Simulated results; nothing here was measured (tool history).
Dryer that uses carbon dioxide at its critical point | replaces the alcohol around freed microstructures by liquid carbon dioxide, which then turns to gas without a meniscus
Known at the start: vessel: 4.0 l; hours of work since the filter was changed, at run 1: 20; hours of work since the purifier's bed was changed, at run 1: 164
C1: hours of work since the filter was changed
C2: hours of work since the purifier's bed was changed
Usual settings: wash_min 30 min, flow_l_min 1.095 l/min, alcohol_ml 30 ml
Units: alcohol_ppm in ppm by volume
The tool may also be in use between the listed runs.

run 1 hour=0 | wash_min=30 flow_l_min=1.095 alcohol_ml=30 | C1=20 C2=164 | alcohol_ppm=20
run 2 hour=12 | wash_min=30 flow_l_min=1.095 alcohol_ml=30 | C1=29 C2=173 | alcohol_ppm=30
run 3 hour=22 | wash_min=30 flow_l_min=1.095 alcohol_ml=30 | C1=36 C2=180 | alcohol_ppm=33
run 4 hour=34.3 | wash_min=30 flow_l_min=1.095 alcohol_ml=30 | C1=45 C2=189 | alcohol_ppm=33
run 5 hour=47 | wash_min=30 flow_l_min=1.095 alcohol_ml=30 | C1=54 C2=198 | alcohol_ppm=36
run 6 hour=53.8 | wash_min=26 flow_l_min=1.095 alcohol_ml=30 | C1=59 C2=203 | alcohol_ppm=43
run 7 hour=62 | wash_min=30 flow_l_min=1.095 alcohol_ml=30 | C1=65 C2=209 | alcohol_ppm=39
run 8 hour=70.1 | wash_min=30 flow_l_min=1.095 alcohol_ml=49 | C1=71 C2=215 | alcohol_ppm=31
run 9 hour=77.1 | wash_min=30 flow_l_min=1.13 alcohol_ml=49 | C1=76 C2=220 | alcohol_ppm=45
run 10 hour=85.7 | wash_min=30 flow_l_min=1.13 alcohol_ml=49 | C1=82 C2=226 | alcohol_ppm=36
run 11 hour=91.5 | wash_min=30 flow_l_min=1.13 alcohol_ml=49 | C1=86 C2=231 | alcohol_ppm=39
run 12 hour=98.5 | wash_min=19 flow_l_min=1.095 alcohol_ml=30 | C1=91 C2=236 | alcohol_ppm=92
run 13 hour=110.6 | wash_min=19 flow_l_min=1.095 alcohol_ml=30 | C1=100 C2=245 | alcohol_ppm=97
run 14 hour=119.6 | wash_min=19 flow_l_min=1.095 alcohol_ml=30 | C1=107 C2=251 | alcohol_ppm=94
run 15 hour=132.3 | wash_min=41 flow_l_min=1.095 alcohol_ml=30 | C1=116 C2=260 | alcohol_ppm=39
run 16 hour=144.1 | wash_min=28 flow_l_min=1.35 alcohol_ml=22 | C1=124 C2=269 | alcohol_ppm=44
run 17 hour=151 | wash_min=28 flow_l_min=1.09 alcohol_ml=30 | C1=129 C2=274 | alcohol_ppm=59
run 18 hour=157 | wash_min=22 flow_l_min=0.83 alcohol_ml=30 | C1=134 C2=278 | alcohol_ppm=151
run 19 hour=165.1 | wash_min=22 flow_l_min=0.83 alcohol_ml=30 | C1=140 C2=284 | alcohol_ppm=154
run 20 hour=177.2 | wash_min=38 flow_l_min=1.26 alcohol_ml=30 | C1=148 C2=293 | alcohol_ppm=41
run 21 hour=185.8 | wash_min=34 flow_l_min=1.73 alcohol_ml=22 | C1=155 C2=299 | alcohol_ppm=32
run 22 hour=191.7 | wash_min=34 flow_l_min=1.73 alcohol_ml=22 | C1=159 C2=303 | alcohol_ppm=45
run 23 hour=200.2 | wash_min=30 flow_l_min=1.095 alcohol_ml=111 | C1=165 C2=310 | alcohol_ppm=57
run 24 hour=206.2 | wash_min=30 flow_l_min=1.095 alcohol_ml=111 | C1=169 C2=314 | alcohol_ppm=65
run 25 hour=213.6 | wash_min=30 flow_l_min=1.12 alcohol_ml=36 | C1=175 C2=319 | alcohol_ppm=58
run 26 hour=222.3 | wash_min=33 flow_l_min=0.94 alcohol_ml=93 | C1=181 C2=325 | alcohol_ppm=67

Hidden state or all else? Some run-to-run changes of alcohol_ppm, split into what the settings, what came in and random variation would give without the hidden state, and what is left for the hidden state (with any gauge scatter that isn't in both results):
The hidden state here: flow that reaches the vessel past the clogged filter, %; alcohol in the recycled carbon dioxide, ppm; drift of the gauge itself on alcohol_ppm, %.
Run 17 -> 18: wash_min 28 -> 22, flow_l_min 1.09 -> 0.83. alcohol_ppm +92 ppm by volume: hidden state +26, all else +66.
Run 19 -> 20: wash_min 22 -> 38, flow_l_min 0.83 -> 1.26. alcohol_ppm -113 ppm by volume: hidden state -30, all else -83.
